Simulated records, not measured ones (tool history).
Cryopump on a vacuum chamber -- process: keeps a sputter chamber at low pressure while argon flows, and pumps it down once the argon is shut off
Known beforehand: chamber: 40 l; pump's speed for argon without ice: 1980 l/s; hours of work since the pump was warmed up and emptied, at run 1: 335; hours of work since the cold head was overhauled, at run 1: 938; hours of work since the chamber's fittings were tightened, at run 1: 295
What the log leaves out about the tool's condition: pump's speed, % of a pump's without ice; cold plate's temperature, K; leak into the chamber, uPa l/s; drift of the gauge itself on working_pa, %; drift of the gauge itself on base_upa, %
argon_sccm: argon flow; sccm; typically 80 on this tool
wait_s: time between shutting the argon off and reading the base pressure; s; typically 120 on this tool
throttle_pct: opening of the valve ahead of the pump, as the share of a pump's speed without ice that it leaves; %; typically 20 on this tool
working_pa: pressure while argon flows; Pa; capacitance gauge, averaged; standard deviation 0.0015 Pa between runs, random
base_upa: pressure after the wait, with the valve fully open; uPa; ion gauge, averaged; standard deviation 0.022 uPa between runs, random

| run | hour | argon_sccm | wait_s | throttle_pct | hours of work since the pump was warmed up and emptied | hours of work since the cold head was overhauled | hours of work since the chamber's fittings were tightened | working_pa | base_upa |
|---|---|---|---|---|---|---|---|---|---|
| 1 | 0 | 80 | 120 | 20 | 335 | 938 | 295 | 0.3503 | 0.92 |
| 2 | 24.1 | 80 | 120 | 20 | 347 | 951 | 307 | 0.3511 | 0.98 |
| 3 | 66.8 | 80 | 120 | 20 | 369 | 972 | 328 | 0.3544 | 0.99 |
| 4 | 101 | 80 | 120 | 20 | 386 | 989 | 346 | 0.351 | 1.06 |
| 5 | 136.6 | 80 | 120 | 20 | 404 | 1007 | 363 | 0.35 | 1.09 |
| 6 | 189.2 | 80 | 120 | 20 | 431 | 1034 | 390 | 0.3556 | 1.12 |
| 7 | 213.9 | 130 | 120 | 20 | 443 | 1046 | 402 | 0.5731 | 1.19 |
| 8 | 252.5 | 130 | 120 | 20 | 463 | 1066 | 422 | 0.5758 | 1.2 |
| 9 | 287 | 80 | 120 | 20 | 480 | 1083 | 439 | 0.3535 | 1.22 |
| 10 | 324.8 | 80 | 120 | 20 | 499 | 1102 | 458 | 0.3549 | 1.21 |
| 11 | 360.9 | 80 | 120 | 20 | 517 | 1120 | 477 | 0.3541 | 1.27 |
| 12 | 397.3 | 37 | 70 | 20 | 536 | 1139 | 495 | 0.166 | 1.53 |
| 13 | 447.9 | 135 | 58 | 54 | 561 | 1164 | 521 | 0.2406 | 1.72 |
| 14 | 490.2 | 57 | 47 | 26 | 582 | 1186 | 542 | 0.1995 | 2.02 |
|  | 508.5 | pump warmed up, emptied and cooled again |
| 15 | 542.6 | 57 | 47 | 26 | 17 | 1210 | 566 | 0.1878 | 1.89 |
| 16 | 586.5 | 57 | 47 | 26 | 39 | 1232 | 588 | 0.1895 | 1.94 |
| 17 | 616.9 | 133 | 120 | 20 | 55 | 1247 | 603 | 0.5727 | 1.34 |
| 18 | 663.1 | 80 | 61 | 20 | 78 | 1270 | 627 | 0.3454 | 1.76 |
| 19 | 708.6 | 80 | 61 | 20 | 101 | 1293 | 649 | 0.3466 | 1.78 |
| 20 | 751.7 | 104 | 149 | 20 | 123 | 1315 | 671 | 0.4478 | 1.36 |
| 21 | 780.7 | 104 | 149 | 20 | 137 | 1330 | 686 | 0.4487 | 1.36 |
| 22 | 824.9 | 41 | 22 | 48 | 160 | 1352 | 708 | 0.0749 | 3.27 |

What if the next run were any one of these 3? Each begins from the tool's condition after run 22:
| A | 862.4 | 80 | 71 | 22 | 179 | 1371 | 727 | ? | ? |
| B | 862.4 | 145 | 63 | 20 | 179 | 1371 | 727 | ? | ? |
| C | 862.4 | 50 | 54 | 20 | 179 | 1371 | 727 | ? | ? |

| run | working_pa | base_upa |
|---|---|---|
| A | 0.3154 | 1.77 |
| B | 0.6322 | 1.81 |
| C | 0.2153 | 2.04 |
With no hidden state in the tool, these same runs would have given:
| run | working_pa | base_upa |
|---|---|---|
| A | 0.31 | 0.8 |
| B | 0.6222 | 0.85 |
| C | 0.2119 | 1.04 |
